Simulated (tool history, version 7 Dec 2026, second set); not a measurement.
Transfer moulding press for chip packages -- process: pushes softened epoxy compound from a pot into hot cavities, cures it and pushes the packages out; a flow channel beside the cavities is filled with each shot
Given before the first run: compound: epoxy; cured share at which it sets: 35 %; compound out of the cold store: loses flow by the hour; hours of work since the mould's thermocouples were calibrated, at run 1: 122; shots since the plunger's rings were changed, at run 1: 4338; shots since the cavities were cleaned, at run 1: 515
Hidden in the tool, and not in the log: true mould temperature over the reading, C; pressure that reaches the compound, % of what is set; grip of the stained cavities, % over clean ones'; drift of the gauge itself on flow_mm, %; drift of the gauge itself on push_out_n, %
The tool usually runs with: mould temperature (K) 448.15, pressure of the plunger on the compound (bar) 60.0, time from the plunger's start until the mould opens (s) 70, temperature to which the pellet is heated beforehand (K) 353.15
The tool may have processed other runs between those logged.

run   hour  mould temperature (K)  pressure of the plunger on the compound (bar)  time from the plunger's start until the mould opens (s)  temperature to which the pellet is heated beforehand (K)  hours of work since the mould's thermocouples were calibrated  shots since the plunger's rings were changed  shots since the cavities were cleaned  incoming compound's hours out of the cold store  length that the compound runs in the flow channel (mm)  greatest force on the pins that push the packages out (N)
  1    0.0                 448.15                                           60.0                                                       70                                                    353.15                                                            122                                          4338                                    515                                             12.2                                                     602                                                        549
  2   21.1                 448.15                                           60.0                                                       70                                                    353.15                                                            131                                          4556                                    733                                             18.8                                                     589                                                        566
  3   31.0                 448.15                                           60.0                                                       70                                                    353.15                                                            136                                          4658                                    835                                             32.4                                                     547                                                        553
  4   42.1                 448.15                                           60.0                                                       79                                                    353.15                                                            141                                          4772                                    949                                             46.1                                                     509                                                        409
      46.6  -- cavities cleaned with cleaning compound and waxed
  5   61.1                 448.15                                           60.0                                                       79                                                    353.15                                                            149                                          4953                                    150                                             32.7                                                     544                                                        446
  6   72.7                 448.15                                           60.0                                                       70                                                    353.15                                                            154                                          5073                                    270                                             29.8                                                     544                                                        539
  7   83.5                 448.15                                           60.0                                                       70                                                    362.15                                                            159                                          5184                                    381                                             16.5                                                     588                                                        531
  8   98.5                 448.15                                           60.0                                                       70                                                    362.15                                                            166                                          5340                                    537                                             27.3                                                     552                                                        541
  9  117.3                 448.15                                           60.0                                                       70                                                    362.15                                                            174                                          5533                                    730                                             41.4                                                     518                                                        524
 10  136.2                 448.15                                           60.0                                                       70                                                    346.15                                                            183                                          5729                                    926                                             13.0                                                     597                                                        581
     143.2  -- cavities cleaned with cleaning compound and waxed
 11  155.6                 448.15                                           60.0                                                       61                                                    353.15                                                            191                                          5913                                    128                                             37.8                                                     533                                                        696
     172.2  -- plunger's sealing rings changed
 12  175.9                 448.15                                           60.0                                                       70                                                    353.15                                                            199                                            38                                    312                                             15.7                                                     591                                                        549
 13  187.2                 448.15                                           60.0                                                       70                                                    353.15                                                            204                                           155                                    429                                             36.2                                                     546                                                        519
 14  208.3                 448.15                                           60.0                                                       70                                                    353.15                                                            214                                           373                                    647                                             38.7                                                     530                                                        518
 15  222.6                 448.15                                           73.3                                                       87                                                    353.15                                                            220                                           520                                    794                                             43.8                                                     570                                                        393
 16  233.6                 450.15                                           63.6                                                       65                                                    350.15                                                            225                                           633                                    907                                             21.7                                                     589                                                        573
     241.7  -- cavities cleaned with cleaning compound and waxed
 17  254.0                 450.15                                           63.6                                                       65                                                    350.15                                                            234                                           829                                    127                                             11.2                                                     623                                                        576
 18  267.1                 450.15                                           63.6                                                       65                                                    350.15                                                            240                                           964                                    262                                             38.1                                                     539                                                        557
 19  283.7                 448.15                                           46.2                                                       71                                                    353.15                                                            247                                          1135                                    433                                             30.1                                                     485                                                        518
 20  297.0                 448.15                                           46.2                                                       71                                                    353.15                                                            253                                          1273                                    571                                              8.6                                                     544                                                        551
 21  310.9                 448.15                                           46.2                                                       71                                                    353.15                                                            260                                          1416                                    714                                             21.8                                                     504                                                        534
 22  324.1                 448.15                                           46.2                                                       71                                                    353.15                                                            266                                          1552                                    850                                             24.7                                                     494                                                        513
     338.3  -- cavities cleaned with cleaning compound and waxed
 23  347.9                 443.15                                           67.2                                                       70                                                    353.15                                                            276                                          1782                                     99                                             43.6                                                     556                                                        721
 24  367.3                 443.15                                           67.2                                                       78                                                    357.15                                                            285                                          1982                                    299                                             10.2                                                     652                                                        641
 25  377.0                 443.15                                           61.8                                                       65                                                    352.15                                                            289                                          2083                                    400                                             31.2                                                     574                                                        896
 26  394.8                 448.15                                           63.9                                                       77                                                    362.15                                                            297                                          2267                                    584                                             47.2                                                     522                                                        441
 27  411.7                 448.15                                           60.0                                                       70                                                    347.15                                                            305                                          2441                                    758                                             14.2                                                     594                                                        571
 28  431.5                 455.15                                           59.3                                                       66                                                    353.15                                                            314                                          2645                                    962                                             25.6                                                     546                                                        437

Consider 4 possible next runs. They are alternatives, not a sequence: every one starts from the tool as it was left by run 28. What does each give?
     434.7  -- cavities cleaned with cleaning compound and waxed
  A  451.2                 448.15                                           47.1                                                       61                                                    353.15                                                            322                                          2833                                    170                                             36.0                                                       ?                                                          ?
     434.7  -- cavities cleaned with cleaning compound and waxed
  B  451.2                 448.15                                           60.0                                                       70                                                    357.15                                                            322                                          2833                                    170                                             13.0                                                       ?                                                          ?
     434.7  -- cavities cleaned with cleaning compound and waxed
  C  451.2                 441.15                                           59.3                                                       98                                                    353.15                                                            322                                          2833                                    170                                             28.2                                                       ?                                                          ?
     434.7  -- cavities cleaned with cleaning compound and waxed
  D  451.2                 455.15                                           68.2                                                       66                                                    353.15                                                            322                                          2833                                    170                                             16.3                                                       ?                                                          ?

run  length that the compound runs in the flow channel (mm)  greatest force on the pins that push the packages out (N)
  A                                                     471                                                        698
  B                                                     596                                                        555
  C                                                     567                                                        445
  D                                                     618                                                        424
Had the tool no hidden state, the same runs would have come out as:
run  length that the compound runs in the flow channel (mm)  greatest force on the pins that push the packages out (N)
  A                                                     471                                                        693
  B                                                     597                                                        551
  C                                                     567                                                        442
  D                                                     619                                                        421
